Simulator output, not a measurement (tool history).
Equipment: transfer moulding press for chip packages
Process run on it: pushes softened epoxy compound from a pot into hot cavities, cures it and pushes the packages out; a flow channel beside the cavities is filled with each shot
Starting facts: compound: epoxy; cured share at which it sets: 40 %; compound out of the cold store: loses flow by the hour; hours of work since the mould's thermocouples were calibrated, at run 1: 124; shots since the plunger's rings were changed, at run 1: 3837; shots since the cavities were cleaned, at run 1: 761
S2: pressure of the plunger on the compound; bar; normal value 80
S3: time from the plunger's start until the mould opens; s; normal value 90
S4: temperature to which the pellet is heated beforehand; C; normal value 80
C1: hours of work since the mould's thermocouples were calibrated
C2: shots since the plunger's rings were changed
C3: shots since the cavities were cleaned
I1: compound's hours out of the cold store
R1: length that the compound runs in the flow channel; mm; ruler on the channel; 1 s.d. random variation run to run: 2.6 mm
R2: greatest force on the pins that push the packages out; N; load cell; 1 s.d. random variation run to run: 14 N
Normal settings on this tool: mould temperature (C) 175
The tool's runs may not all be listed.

run 1 hour=0 | mould_temperature_(C)=175 S2=80 S3=90 S4=80 | C1=124 C2=3837 C3=761 | I1=27.5 | R1=632 R2=1472
-- hour=2.9 cavities cleaned with cleaning compound and waxed
run 2 hour=21.1 | mould_temperature_(C)=175 S2=80 S3=90 S4=80 | C1=134 C2=4030 C3=180 | I1=40.3 | R1=612 R2=995
run 3 hour=53.6 | mould_temperature_(C)=175 S2=80 S3=90 S4=80 | C1=151 C2=4350 C3=500 | I1=18.3 | R1=635 R2=1297
-- hour=62.7 plunger's sealing rings changed
-- hour=87.2 cavities cleaned with cleaning compound and waxed
run 4 hour=90.3 | mould_temperature_(C)=175 S2=80 S3=90 S4=80 | C1=168 C2=257 C3=30 | I1=23.6 | R1=680 R2=715
run 5 hour=117.2 | mould_temperature_(C)=175 S2=80 S3=71 S4=80 | C1=182 C2=523 C3=296 | I1=16.7 | R1=692 R2=2020
run 6 hour=134.3 | mould_temperature_(C)=175 S2=80 S3=71 S4=80 | C1=191 C2=691 C3=464 | I1=12.2 | R1=693 R2=2404
run 7 hour=165.3 | mould_temperature_(C)=169 S2=80 S3=71 S4=80 | C1=207 C2=997 C3=770 | I1=32 | R1=677 R2=3597
-- hour=168.8 cavities cleaned with cleaning compound and waxed
run 8 hour=182.4 | mould_temperature_(C)=175 S2=80 S3=90 S4=80 | C1=215 C2=1150 C3=135 | I1=14.2 | R1=683 R2=955
run 9 hour=214.9 | mould_temperature_(C)=175 S2=80 S3=90 S4=80 | C1=232 C2=1470 C3=455 | I1=30 | R1=658 R2=1297
run 10 hour=245.9 | mould_temperature_(C)=175 S2=80 S3=90 S4=80 | C1=248 C2=1776 C3=761 | I1=34.5 | R1=643 R2=1376
-- hour=249.5 cavities cleaned with cleaning compound and waxed
run 11 hour=262.2 | mould_temperature_(C)=175 S2=80 S3=90 S4=80 | C1=256 C2=1921 C3=125 | I1=14.3 | R1=678 R2=958
run 12 hour=284.4 | mould_temperature_(C)=175 S2=80 S3=90 S4=80 | C1=267 C2=2140 C3=344 | I1=31.3 | R1=646 R2=1140
run 13 hour=315 | mould_temperature_(C)=175 S2=80 S3=90 S4=80 | C1=283 C2=2442 C3=646 | I1=38.3 | R1=632 R2=1349
-- hour=330.4 cavities cleaned with cleaning compound and waxed
run 14 hour=334.4 | mould_temperature_(C)=175 S2=80 S3=90 S4=80 | C1=292 C2=2618 C3=39 | I1=10 | R1=674 R2=784
run 15 hour=353 | mould_temperature_(C)=175 S2=80 S3=90 S4=80 | C1=302 C2=2801 C3=222 | I1=45.6 | R1=620 R2=993
-- hour=376.1 mould's thermocouples calibrated
run 16 hour=386 | mould_temperature_(C)=168 S2=83.6 S3=87 S4=87 | C1=5 C2=3106 C3=527 | I1=35.5 | R1=664 R2=2353
-- hour=412.2 cavities cleaned with cleaning compound and waxed
run 17 hour=418.2 | mould_temperature_(C)=178 S2=74.4 S3=107 S4=71 | C1=21 C2=3409 C3=59 | I1=35.6 | R1=595 R2=582
run 18 hour=438.6 | mould_temperature_(C)=175 S2=72.2 S3=90 S4=80 | C1=32 C2=3610 C3=260 | I1=44.2 | R1=579 R2=1125
run 19 hour=469.5 | mould_temperature_(C)=175 S2=90.3 S3=76 S4=85 | C1=48 C2=3914 C3=564 | I1=41.8 | R1=649 R2=1944
-- hour=492.1 cavities cleaned with cleaning compound and waxed
run 20 hour=497.7 | mould_temperature_(C)=175 S2=87.5 S3=90 S4=80 | C1=62 C2=4178 C3=56 | I1=47.4 | R1=626 R2=785
-- hour=525.1 plunger's sealing rings changed
run 21 hour=526.7 | mould_temperature_(C)=175 S2=87.5 S3=90 S4=80 | C1=75 C2=16 C3=317 | I1=19 | R1=725 R2=1153
run 22 hour=549.2 | mould_temperature_(C)=178 S2=80 S3=84 S4=80 | C1=87 C2=237 C3=538 | I1=29.3 | R1=664 R2=1281
-- hour=574.4 cavities cleaned with cleaning compound and waxed
run 23 hour=576.5 | mould_temperature_(C)=168 S2=63.8 S3=90 S4=80 | C1=101 C2=492 C3=21 | I1=34.1 | R1=612 R2=1152
run 24 hour=596.3 | mould_temperature_(C)=168 S2=63.8 S3=90 S4=80 | C1=111 C2=686 C3=215 | I1=10.9 | R1=641 R2=1870
run 25 hour=620.5 | mould_temperature_(C)=170 S2=63.8 S3=90 S4=72 | C1=123 C2=925 C3=454 | I1=8.7 | R1=640 R2=1998
run 26 hour=634.1 | mould_temperature_(C)=170 S2=63.8 S3=90 S4=72 | C1=130 C2=1059 C3=588 | I1=8.7 | R1=638 R2=2167
-- hour=655.9 cavities cleaned with cleaning compound and waxed
run 27 hour=655.9 | mould_temperature_(C)=170 S2=63.8 S3=90 S4=72 | C1=141 C2=1258 C3=0 | I1=10.3 | R1=637 R2=1012
run 28 hour=680.1 | mould_temperature_(C)=170 S2=74.8 S3=95 S4=72 | C1=154 C2=1497 C3=239 | I1=46.7 | R1=622 R2=1353
run 29 hour=702.1 | mould_temperature_(C)=182 S2=80 S3=90 S4=77 | C1=165 C2=1714 C3=456 | I1=26.6 | R1=639 R2=948

Table of differences, measured result less the result of that run with no hidden state. Run-to-run variation is the same in both. Gauge scatter possibly is not:
Hidden state at play: true mould temperature over the reading, C; pressure that reaches the compound, % of what is set; grip of the stained cavities, % over clean ones'; drift of the gauge itself on flow_mm, %; drift of the gauge itself on push_out_n, %.
run=1 R1=-49 R2=+784
run=2 R1=-50 R2=+317
run=3 R1=-56 R2=+623
run=4 R1=-5 R2=+47
run=5 R1=-8 R2=+803
run=6 R1=-11 R2=+1122
run=7 R1=-14 R2=+1895
run=8 R1=-16 R2=+236
run=9 R1=-19 R2=+602
run=10 R1=-23 R2=+711
run=11 R1=-26 R2=+237
run=12 R1=-28 R2=+486
run=13 R1=-31 R2=+677
run=14 R1=-35 R2=+56
run=15 R1=-35 R2=+333
run=16 R1=-40 R2=+1146
run=17 R1=-40 R2=+107
run=18 R1=-40 R2=+439
run=19 R1=-50 R2=+966
run=20 R1=-51 R2=+116
run=21 R1=-2 R2=+469
run=22 R1=-5 R2=+619
run=23 R1=-7 R2=+36
run=24 R1=-11 R2=+623
run=25 R1=-14 R2=+911
run=26 R1=-15 R2=+1064
run=27 R1=-16 R2=-44
run=28 R1=-20 R2=+481
run=29 R1=-22 R2=+451

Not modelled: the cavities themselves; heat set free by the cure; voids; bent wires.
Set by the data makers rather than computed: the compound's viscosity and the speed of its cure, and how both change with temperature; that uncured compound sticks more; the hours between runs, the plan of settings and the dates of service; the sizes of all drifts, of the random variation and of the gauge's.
